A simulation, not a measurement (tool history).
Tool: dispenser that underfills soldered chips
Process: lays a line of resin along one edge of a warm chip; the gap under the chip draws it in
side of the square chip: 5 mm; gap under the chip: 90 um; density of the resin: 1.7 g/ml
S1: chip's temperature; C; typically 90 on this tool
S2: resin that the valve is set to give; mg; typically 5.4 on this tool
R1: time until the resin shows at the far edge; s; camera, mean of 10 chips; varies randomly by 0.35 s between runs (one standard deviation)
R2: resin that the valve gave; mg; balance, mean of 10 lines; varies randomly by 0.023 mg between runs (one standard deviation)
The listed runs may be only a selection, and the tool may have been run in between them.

run 1 hour=0 | S1=90 S2=5.4 | R1=32.1 R2=5.13
-- hour=1.2 new syringe of resin
-- hour=2.2 dispensing valve cleaned and set on the balance
run 2 hour=8.1 | S1=90 S2=5.4 | R1=29.1 R2=5.42
-- hour=11.6 new syringe of resin
run 3 hour=14.9 | S1=90 S2=5.4 | R1=23.6 R2=5.35
-- hour=20.9 new syringe of resin
run 4 hour=22.3 | S1=84 S2=5.4 | R1=25.7 R2=5.36
run 5 hour=28.5 | S1=84 S2=5.4 | R1=38.9 R2=5.32
-- hour=30.6 new syringe of resin
run 6 hour=33.9 | S1=84 S2=5.4 | R1=29.7 R2=5.32
-- hour=39.7 new syringe of resin
run 7 hour=40.4 | S1=84 S2=5.4 | R1=24.8 R2=5.32
-- hour=49.2 new syringe of resin
run 8 hour=50.2 | S1=84 S2=5.4 | R1=24.7 R2=5.28
-- hour=58.2 new syringe of resin
run 9 hour=58.2 | S1=84 S2=5.4 | R1=23.4 R2=5.3
-- hour=67.4 new syringe of resin
run 10 hour=68.7 | S1=103 S2=6.38 | R1=14 R2=6.18
run 11 hour=75.7 | S1=103 S2=6.38 | R1=22.1 R2=6.18
-- hour=76.6 new syringe of resin
run 12 hour=83.6 | S1=103 S2=6.38 | R1=20.1 R2=6.19
-- hour=85.8 new syringe of resin
run 13 hour=91.3 | S1=96 S2=4.61 | R1=24.8 R2=4.41
-- hour=94.8 new syringe of resin
run 14 hour=102.1 | S1=99 S2=5.12 | R1=24.9 R2=4.87
-- hour=104 new syringe of resin
run 15 hour=107.1 | S1=94 S2=5.84 | R1=21.6 R2=5.54
-- hour=112.2 dispensing valve cleaned and set on the balance
run 16 hour=113.1 | S1=76 S2=4.98 | R1=54.4 R2=4.98

Predict each of these 4 candidate next runs independently; none follows another, all start after run 16:
-- hour=114.1 new syringe of resin
run A hour=121.6 | S1=100 S2=5.66 | R1=? R2=?
-- hour=114.1 new syringe of resin
run B hour=121.6 | S1=100 S2=5.11 | R1=? R2=?
-- hour=114.1 new syringe of resin
run C hour=121.6 | S1=90 S2=5.94 | R1=? R2=?
-- hour=114.1 new syringe of resin
run D hour=121.6 | S1=78 S2=6.35 | R1=? R2=?

run=A R1=23.8 R2=5.64
run=B R1=23.9 R2=5.06
run=C R1=31.7 R2=5.86
run=D R1=46.4 R2=6.29
Without the tool's unlogged condition, the same runs would have read:
run=A R1=14 R2=5.69
run=B R1=14 R2=5.1
run=C R1=18.5 R2=5.91
run=D R1=27.1 R2=6.35
